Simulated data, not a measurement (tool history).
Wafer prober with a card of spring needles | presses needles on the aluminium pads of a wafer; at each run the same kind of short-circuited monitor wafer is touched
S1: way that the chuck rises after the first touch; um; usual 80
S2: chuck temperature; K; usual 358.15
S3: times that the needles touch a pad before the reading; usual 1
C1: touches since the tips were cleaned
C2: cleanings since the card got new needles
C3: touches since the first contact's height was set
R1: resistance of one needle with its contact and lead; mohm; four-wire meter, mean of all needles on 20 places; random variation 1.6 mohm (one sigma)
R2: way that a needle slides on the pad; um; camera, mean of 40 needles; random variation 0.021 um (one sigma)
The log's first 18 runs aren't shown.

run,hour,S1,S2,S3,C1,C2,C3,R1,R2
19,325.6,98,378.15,3,7838,17,143174,166,19.94
# hour 327.3: tips cleaned on abrasive film
# hour 342.2: height of the first contact set anew
20,344.8,70,358.15,1,7000,18,1043,212,14.36
# hour 348.2: tips cleaned on abrasive film
21,355.7,84,303.15,3,3030,19,5425,153,17.20
# hour 368.3: tips cleaned on abrasive film
22,378.3,85,306.15,3,4080,20,14607,159,17.42
# hour 388.1: tips cleaned on abrasive film
23,390.0,66,310.15,2,752,21,19323,157,13.54
24,406.7,89,380.15,2,7566,21,26137,180,18.28
# hour 408.5: tips cleaned on abrasive film
25,426.0,89,380.15,2,7147,22,33970,179,18.23
# hour 428.3: tips cleaned on abrasive film
# hour 448.1: tips cleaned on abrasive film
26,448.1,89,380.15,2,0,24,42903,156,18.22
27,462.9,94,350.15,1,6044,24,48947,184,19.27
# hour 468.2: tips cleaned on abrasive film
28,485.8,61,350.15,2,7186,25,58225,199,12.47
# hour 488.7: tips cleaned on abrasive film
29,501.2,74,382.15,2,5122,26,64475,184,15.09
# hour 510.2: tips cleaned on abrasive film
30,523.2,74,382.15,2,5289,27,73362,185,15.15
# hour 529.9: tips cleaned on abrasive film
31,535.0,100,389.15,3,2060,28,78138,163,20.48
# hour 550.0: tips cleaned on abrasive film
32,550.0,87,344.15,2,0,29,84223,153,17.75
# hour 569.8: tips cleaned on abrasive film
33,572.8,85,344.15,2,1249,30,93477,163,17.31

Forecast each of these 3 alternatives for the next run:
# hour 589.4: tips cleaned on abrasive film
A,593.6,84,355.15,1,1701,31,101890,?,?
# hour 589.4: tips cleaned on abrasive film
B,593.6,88,358.15,3,1701,31,101890,?,?
# hour 589.4: tips cleaned on abrasive film
C,593.6,80,358.15,2,1701,31,101890,?,?

run,R1,R2
A,171,17.13
B,160,17.96
C,169,16.26
Without the tool's hidden state the same runs would have given:
run,R1,R2
A,151,17.24
B,153,18.08
C,155,16.38

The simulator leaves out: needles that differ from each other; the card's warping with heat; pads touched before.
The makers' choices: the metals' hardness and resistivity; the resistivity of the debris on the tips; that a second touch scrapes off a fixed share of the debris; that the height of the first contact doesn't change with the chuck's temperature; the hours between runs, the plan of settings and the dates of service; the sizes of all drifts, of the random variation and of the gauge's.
